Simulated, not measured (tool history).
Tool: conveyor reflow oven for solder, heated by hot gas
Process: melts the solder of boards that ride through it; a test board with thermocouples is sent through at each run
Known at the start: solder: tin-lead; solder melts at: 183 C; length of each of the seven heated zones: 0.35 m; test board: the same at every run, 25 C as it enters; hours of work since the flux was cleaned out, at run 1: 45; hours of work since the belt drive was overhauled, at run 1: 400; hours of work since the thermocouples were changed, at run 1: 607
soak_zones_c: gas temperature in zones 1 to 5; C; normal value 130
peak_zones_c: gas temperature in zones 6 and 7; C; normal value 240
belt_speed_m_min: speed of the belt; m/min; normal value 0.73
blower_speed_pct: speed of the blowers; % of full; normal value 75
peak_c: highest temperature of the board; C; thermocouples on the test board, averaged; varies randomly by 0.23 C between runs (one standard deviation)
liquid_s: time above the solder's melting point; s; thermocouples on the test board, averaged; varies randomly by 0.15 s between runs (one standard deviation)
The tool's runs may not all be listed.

run   hour  soak_zones_c  peak_zones_c  belt_speed_m_min  blower_speed_pct  hours of work since the flux was cleaned out  hours of work since the belt drive was overhauled  hours of work since the thermocouples were changed  peak_c  liquid_s
  1      0           130           240              0.73                75                                            45                                                400                                                 607   223.6      44.4
  2   10.6           130           240              0.73                75                                            50                                                406                                                 613   223.3      44.4
  3   21.3           141           240              0.73                75                                            56                                                412                                                 618   225.4      47.7
  4   31.8           130           240              0.73                75                                            62                                                418                                                 624   222.7      44.4
  5   50.3           130           228              0.73                75                                            72                                                428                                                 634   212.7      38.5
  6   60.1           130           254              0.73                75                                            77                                                433                                                 640   235.8      49.6
  7   78.2           130           254              0.73                75                                            87                                                443                                                 650   234.7      49.4
  8   94.6           130           254              0.73                75                                            96                                                452                                                 659   234.9      49.7
  9  107.1           130           254              0.73                75                                           103                                                459                                                 665   235.4      49.8
 10  120.9           130           240              0.73                75                                           111                                                466                                                 673   222.9      43.8
 11  134.4           130           240              0.73                75                                           118                                                474                                                 680   222.7        44
 12  145.5           130           240              0.73                75                                           124                                                480                                                 686   222.9      43.9
 13  159.1           130           240              0.73                75                                           132                                                487                                                 694   222.8      44.2
 14  173.4           130           234              0.73                75                                           139                                                495                                                 702   217.5      41.1
 15  183.6           130           240             0.708                75                                           145                                                501                                                 707   223.8      45.9
 16  194.4           130           246              0.73                75                                           151                                                507                                                 713   227.6      46.4
 17  211.7           142           240              0.73                78                                           160                                                516                                                 723   224.9      48.4
 18  221.7           119           240              0.73                85                                           166                                                522                                                 728   223.7      42.3
 19  237.1           119           255              0.73                85                                           174                                                530                                                 737   236.6        48
 20  257.1           119           255             0.829                85                                           185                                                541                                                 747   231.1      40.2
 21  274.4           130           251             0.879                75                                           195                                                550                                                 757   223.6      36.6
 22  286.8           130           236             0.736                75                                           201                                                557                                                 764   218.7      41.2
 23  302.6           130           240              0.67                51                                           210                                                566                                                 772   216.7      43.6
 24  321.3           130           240              0.67                51                                           220                                                576                                                 783   216.6      43.5
 25  335.9           130           240              0.73                77                                           228                                                584                                                 791   222.3        44
 26    351           135           240              0.73                52                                           237                                                592                                                 799   214.2      39.4
 27  367.5           135           240              0.73                52                                           246                                                601                                                 808   214.2      39.5
 28  385.2           139           228             0.702                52                                           255                                                611                                                 818   207.2      36.8

5 ways to go on from here, each from the tool as it stands after run 28. What would each give?
  A   400           141           240              0.73                81                                           263                                                619                                                 826       ?         ?
  B   400           139           228             0.691                52                                           263                                                619                                                 826       ?         ?
  C   400           130           252              0.75                75                                           263                                                619                                                 826       ?         ?
  D   400           130           252              0.79                69                                           263                                                619                                                 826       ?         ?
  E   400           139           228             0.731                52                                           263                                                619                                                 826       ?         ?

run  peak_c  liquid_s
  A   224.9      48.2
  B   207.4      37.9
  C   230.9      46.3
  D   226.2        42
  E   205.7      33.5
With the hidden condition removed and each run's random variation left untouched, the same runs would have given:
run  peak_c  liquid_s
  A   225.5      48.4
  B   207.5      38.1
  C   231.9      46.5
  D   227.4      42.4
  E   205.9      33.8

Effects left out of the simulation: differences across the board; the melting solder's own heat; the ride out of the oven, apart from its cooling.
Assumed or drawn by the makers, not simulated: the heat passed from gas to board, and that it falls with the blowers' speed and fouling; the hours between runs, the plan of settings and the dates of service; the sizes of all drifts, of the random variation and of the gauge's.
